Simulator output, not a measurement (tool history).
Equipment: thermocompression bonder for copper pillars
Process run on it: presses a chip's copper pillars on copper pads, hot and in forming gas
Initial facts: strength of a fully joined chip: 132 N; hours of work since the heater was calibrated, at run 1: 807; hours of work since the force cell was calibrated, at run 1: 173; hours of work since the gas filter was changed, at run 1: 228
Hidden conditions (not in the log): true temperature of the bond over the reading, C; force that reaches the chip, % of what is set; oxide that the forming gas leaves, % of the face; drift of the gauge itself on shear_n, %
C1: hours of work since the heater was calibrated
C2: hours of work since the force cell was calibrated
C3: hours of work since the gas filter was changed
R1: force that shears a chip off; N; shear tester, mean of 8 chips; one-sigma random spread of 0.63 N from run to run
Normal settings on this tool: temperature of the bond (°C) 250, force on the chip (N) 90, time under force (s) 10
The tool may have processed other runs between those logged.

run 1 hour=0.0 | temperature_of_the_bond_(°C)=250 force_on_the_chip_(N)=90 time_under_force_(s)=10 | C1=807 C2=173 C3=228 | R1=73.5
-- hour=61.0 forming gas filter changed
run 2 hour=61.7 | temperature_of_the_bond_(°C)=250 force_on_the_chip_(N)=90 time_under_force_(s)=10 | C1=846 C2=212 C3=0 | R1=78.5
run 3 hour=152.7 | temperature_of_the_bond_(°C)=250 force_on_the_chip_(N)=90 time_under_force_(s)=10 | C1=904 C2=270 C3=59 | R1=77.1
run 4 hour=245.6 | temperature_of_the_bond_(°C)=250 force_on_the_chip_(N)=90 time_under_force_(s)=10 | C1=963 C2=330 C3=118 | R1=75.0
run 5 hour=336.1 | temperature_of_the_bond_(°C)=250 force_on_the_chip_(N)=90 time_under_force_(s)=10 | C1=1021 C2=387 C3=176 | R1=73.5
run 6 hour=388.9 | temperature_of_the_bond_(°C)=250 force_on_the_chip_(N)=135 time_under_force_(s)=10 | C1=1055 C2=421 C3=210 | R1=89.3
run 7 hour=435.6 | temperature_of_the_bond_(°C)=250 force_on_the_chip_(N)=135 time_under_force_(s)=10 | C1=1085 C2=451 C3=239 | R1=88.9
-- hour=478.9 forming gas filter changed
run 8 hour=496.7 | temperature_of_the_bond_(°C)=250 force_on_the_chip_(N)=135 time_under_force_(s)=10 | C1=1123 C2=490 C3=11 | R1=90.6
run 9 hour=535.2 | temperature_of_the_bond_(°C)=250 force_on_the_chip_(N)=90 time_under_force_(s)=17 | C1=1148 C2=514 C3=36 | R1=87.8
run 10 hour=617.8 | temperature_of_the_bond_(°C)=250 force_on_the_chip_(N)=90 time_under_force_(s)=17 | C1=1201 C2=567 C3=89 | R1=86.0
run 11 hour=677.9 | temperature_of_the_bond_(°C)=250 force_on_the_chip_(N)=90 time_under_force_(s)=12 | C1=1239 C2=605 C3=127 | R1=76.5
run 12 hour=762.3 | temperature_of_the_bond_(°C)=250 force_on_the_chip_(N)=90 time_under_force_(s)=12 | C1=1293 C2=659 C3=181 | R1=73.9
run 13 hour=799.9 | temperature_of_the_bond_(°C)=250 force_on_the_chip_(N)=90 time_under_force_(s)=12 | C1=1317 C2=683 C3=205 | R1=75.5
-- hour=862.8 force cell calibrated
run 14 hour=886.6 | temperature_of_the_bond_(°C)=250 force_on_the_chip_(N)=90 time_under_force_(s)=12 | C1=1371 C2=15 C3=260 | R1=71.5
-- hour=899.5 forming gas filter changed
run 15 hour=962.5 | temperature_of_the_bond_(°C)=250 force_on_the_chip_(N)=90 time_under_force_(s)=12 | C1=1420 C2=63 C3=40 | R1=74.3
run 16 hour=1052.5 | temperature_of_the_bond_(°C)=250 force_on_the_chip_(N)=90 time_under_force_(s)=12 | C1=1477 C2=121 C3=98 | R1=73.2
-- hour=1102.6 heater calibrated with a thermocouple chip
run 17 hour=1141.5 | temperature_of_the_bond_(°C)=250 force_on_the_chip_(N)=90 time_under_force_(s)=12 | C1=25 C2=177 C3=153 | R1=82.6
run 18 hour=1229.2 | temperature_of_the_bond_(°C)=250 force_on_the_chip_(N)=90 time_under_force_(s)=12 | C1=81 C2=233 C3=209 | R1=82.9
-- hour=1319.5 forming gas filter changed
run 19 hour=1321.4 | temperature_of_the_bond_(°C)=250 force_on_the_chip_(N)=90 time_under_force_(s)=12 | C1=139 C2=291 C3=1 | R1=83.1
-- hour=1387.2 force cell calibrated, once more
run 20 hour=1387.2 | temperature_of_the_bond_(°C)=250 force_on_the_chip_(N)=90 time_under_force_(s)=22 | C1=181 C2=0 C3=42 | R1=99.0
run 21 hour=1450.2 | temperature_of_the_bond_(°C)=250 force_on_the_chip_(N)=90 time_under_force_(s)=22 | C1=221 C2=40 C3=83 | R1=99.1
run 22 hour=1538.5 | temperature_of_the_bond_(°C)=274 force_on_the_chip_(N)=100 time_under_force_(s)=14 | C1=277 C2=97 C3=139 | R1=105.9
run 23 hour=1577.8 | temperature_of_the_bond_(°C)=274 force_on_the_chip_(N)=100 time_under_force_(s)=14 | C1=302 C2=122 C3=164 | R1=105.6
run 24 hour=1634.2 | temperature_of_the_bond_(°C)=250 force_on_the_chip_(N)=127 time_under_force_(s)=10 | C1=338 C2=158 C3=200 | R1=92.0
run 25 hour=1703.2 | temperature_of_the_bond_(°C)=271 force_on_the_chip_(N)=133 time_under_force_(s)=14 | C1=382 C2=202 C3=244 | R1=111.3
-- hour=1736.1 forming gas filter changed
run 26 hour=1751.8 | temperature_of_the_bond_(°C)=271 force_on_the_chip_(N)=133 time_under_force_(s)=14 | C1=413 C2=233 C3=10 | R1=114.8
run 27 hour=1832.2 | temperature_of_the_bond_(°C)=271 force_on_the_chip_(N)=133 time_under_force_(s)=14 | C1=465 C2=284 C3=61 | R1=115.0
run 28 hour=1879.4 | temperature_of_the_bond_(°C)=253 force_on_the_chip_(N)=85 time_under_force_(s)=15 | C1=495 C2=314 C3=92 | R1=88.4
run 29 hour=1961.5 | temperature_of_the_bond_(°C)=250 force_on_the_chip_(N)=127 time_under_force_(s)=10 | C1=547 C2=367 C3=144 | R1=91.7
run 30 hour=2039.7 | temperature_of_the_bond_(°C)=262 force_on_the_chip_(N)=72 time_under_force_(s)=6 | C1=597 C2=417 C3=194 | R1=64.6
run 31 hour=2131.8 | temperature_of_the_bond_(°C)=250 force_on_the_chip_(N)=90 time_under_force_(s)=19 | C1=656 C2=475 C3=253 | R1=91.3
-- hour=2155.4 forming gas filter changed
run 32 hour=2192.6 | temperature_of_the_bond_(°C)=250 force_on_the_chip_(N)=90 time_under_force_(s)=19 | C1=694 C2=514 C3=24 | R1=93.5
run 33 hour=2282.3 | temperature_of_the_bond_(°C)=263 force_on_the_chip_(N)=81 time_under_force_(s)=26 | C1=752 C2=571 C3=81 | R1=103.4
run 34 hour=2370.2 | temperature_of_the_bond_(°C)=260 force_on_the_chip_(N)=125 time_under_force_(s)=10 | C1=808 C2=627 C3=137 | R1=95.0
run 35 hour=2435.1 | temperature_of_the_bond_(°C)=253 force_on_the_chip_(N)=100 time_under_force_(s)=19 | C1=849 C2=669 C3=179 | R1=94.7
run 36 hour=2477.8 | temperature_of_the_bond_(°C)=267 force_on_the_chip_(N)=100 time_under_force_(s)=19 | C1=877 C2=696 C3=206 | R1=101.0
-- hour=2519.1 force cell calibrated
run 37 hour=2571.2 | temperature_of_the_bond_(°C)=229 force_on_the_chip_(N)=118 time_under_force_(s)=7 | C1=935 C2=33 C3=265 | R1=62.1

Forecast run 38:
-- hour=2576.9 forming gas filter changed
run 38 hour=2617.0 | temperature_of_the_bond_(°C)=256 force_on_the_chip_(N)=74 time_under_force_(s)=13 | C1=964 C2=62 C3=26 | R1=?

{"run 38": {"R1": 80.7}}
The same run, on a tool lacking any hidden state, would have yielded R1 87.2 N.

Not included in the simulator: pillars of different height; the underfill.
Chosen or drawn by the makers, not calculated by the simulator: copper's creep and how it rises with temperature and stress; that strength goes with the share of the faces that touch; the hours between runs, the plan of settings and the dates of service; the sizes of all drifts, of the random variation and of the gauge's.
